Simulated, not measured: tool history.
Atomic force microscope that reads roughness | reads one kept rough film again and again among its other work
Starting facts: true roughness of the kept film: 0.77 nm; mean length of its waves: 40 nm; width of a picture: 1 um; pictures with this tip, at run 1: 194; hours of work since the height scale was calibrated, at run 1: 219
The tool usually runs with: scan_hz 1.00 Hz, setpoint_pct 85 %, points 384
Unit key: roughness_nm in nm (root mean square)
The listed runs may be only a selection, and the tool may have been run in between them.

| run | hour | scan_hz | setpoint_pct | points | pictures with this tip | hours of work since the height scale was calibrated | roughness_nm |
|---|---|---|---|---|---|---|---|
| 1 | 0.0 | 1.00 | 85 | 384 | 194 | 219 | 0.714 |
| 2 | 11.0 | 1.34 | 85 | 384 | 210 | 226 | 0.697 |
|  | 14.6 | new tip fitted |
| 3 | 26.0 | 1.34 | 85 | 384 | 17 | 235 | 0.701 |
| 4 | 39.2 | 1.34 | 85 | 384 | 37 | 243 | 0.710 |
| 5 | 50.3 | 1.00 | 85 | 384 | 53 | 250 | 0.721 |
| 6 | 61.8 | 1.00 | 85 | 384 | 71 | 257 | 0.714 |
| 7 | 77.8 | 1.00 | 85 | 384 | 95 | 267 | 0.715 |
| 8 | 86.4 | 1.00 | 85 | 384 | 108 | 273 | 0.704 |
| 9 | 95.4 | 1.00 | 85 | 418 | 121 | 278 | 0.718 |
| 10 | 112.9 | 1.00 | 85 | 532 | 148 | 289 | 0.708 |
| 11 | 123.3 | 1.00 | 85 | 532 | 163 | 296 | 0.716 |
| 12 | 134.9 | 1.00 | 85 | 532 | 181 | 303 | 0.714 |
| 13 | 150.3 | 1.15 | 85 | 384 | 204 | 312 | 0.707 |
|  | 159.6 | new tip fitted |
| 14 | 166.0 | 1.00 | 65 | 384 | 10 | 322 | 0.742 |
| 15 | 184.5 | 1.00 | 85 | 374 | 37 | 333 | 0.719 |
| 16 | 201.6 | 1.00 | 85 | 374 | 63 | 344 | 0.712 |
| 17 | 211.2 | 1.00 | 85 | 374 | 77 | 350 | 0.716 |
| 18 | 229.2 | 1.00 | 85 | 374 | 105 | 361 | 0.714 |
| 19 | 237.2 | 0.85 | 85 | 384 | 117 | 366 | 0.718 |
| 20 | 254.7 | 0.85 | 85 | 858 | 143 | 377 | 0.721 |
| 21 | 272.5 | 0.85 | 85 | 858 | 170 | 388 | 0.724 |
| 22 | 286.8 | 0.85 | 85 | 858 | 191 | 397 | 0.722 |
| 23 | 298.2 | 0.85 | 85 | 858 | 208 | 404 | 0.714 |
|  | 303.6 | new tip fitted |
| 24 | 307.7 | 0.85 | 85 | 858 | 6 | 410 | 0.729 |
| 25 | 320.5 | 1.00 | 59 | 384 | 25 | 418 | 0.742 |
| 26 | 336.0 | 1.23 | 61 | 384 | 48 | 427 | 0.738 |
| 27 | 346.8 | 3.64 | 83 | 384 | 65 | 434 | 0.645 |
| 28 | 358.9 | 3.64 | 83 | 384 | 83 | 442 | 0.651 |
| 29 | 369.6 | 1.00 | 81 | 355 | 99 | 448 | 0.716 |
| 30 | 378.5 | 1.00 | 81 | 355 | 112 | 454 | 0.727 |
| 31 | 393.4 | 0.81 | 85 | 320 | 135 | 463 | 0.718 |
| 32 | 412.0 | 0.81 | 85 | 320 | 163 | 475 | 0.721 |
| 33 | 420.2 | 0.81 | 60 | 423 | 175 | 480 | 0.747 |
| 34 | 433.1 | 0.81 | 60 | 423 | 194 | 488 | 0.739 |
|  | 447.7 | new tip fitted |
| 35 | 452.2 | 1.06 | 87 | 541 | 7 | 499 | 0.714 |
| 36 | 468.2 | 3.79 | 60 | 330 | 31 | 509 | 0.708 |
| 37 | 483.9 | 3.79 | 60 | 330 | 55 | 519 | 0.716 |
| 38 | 495.8 | 3.79 | 61 | 777 | 73 | 527 | 0.723 |
| 39 | 504.2 | 1.00 | 63 | 295 | 85 | 532 | 0.736 |
| 40 | 523.1 | 1.00 | 82 | 283 | 114 | 544 | 0.723 |
| 41 | 533.2 | 1.41 | 85 | 333 | 129 | 550 | 0.697 |
| 42 | 546.9 | 0.83 | 61 | 333 | 150 | 558 | 0.742 |
| 43 | 558.2 | 1.00 | 62 | 404 | 167 | 565 | 0.734 |
| 44 | 577.2 | 2.67 | 61 | 787 | 195 | 577 | 0.728 |
|  | 591.8 | new tip fitted |
| 45 | 592.0 | 2.67 | 61 | 787 | 1 | 586 | 0.722 |
| 46 | 605.7 | 1.85 | 69 | 719 | 21 | 595 | 0.720 |
| 47 | 623.0 | 1.85 | 69 | 719 | 47 | 606 | 0.722 |

Hidden state at the last listed run before each entry between runs and at the first one after, where it differs:
Between runs 2 and 3: new tip fitted (hour 14.6)
  radius of the tip, nm: 11.2 -> 10.1
Between runs 13 and 14: new tip fitted (hour 159.6)
  radius of the tip, nm: 11.1 -> 10.1
Between runs 23 and 24: new tip fitted (hour 303.6)
  radius of the tip, nm: 11.1 -> 10
Between runs 34 and 35: new tip fitted (hour 447.7)
  radius of the tip, nm: 11.1 -> 10.1
Between runs 44 and 45: new tip fitted (hour 591.8)
  radius of the tip, nm: 11.1 -> 10

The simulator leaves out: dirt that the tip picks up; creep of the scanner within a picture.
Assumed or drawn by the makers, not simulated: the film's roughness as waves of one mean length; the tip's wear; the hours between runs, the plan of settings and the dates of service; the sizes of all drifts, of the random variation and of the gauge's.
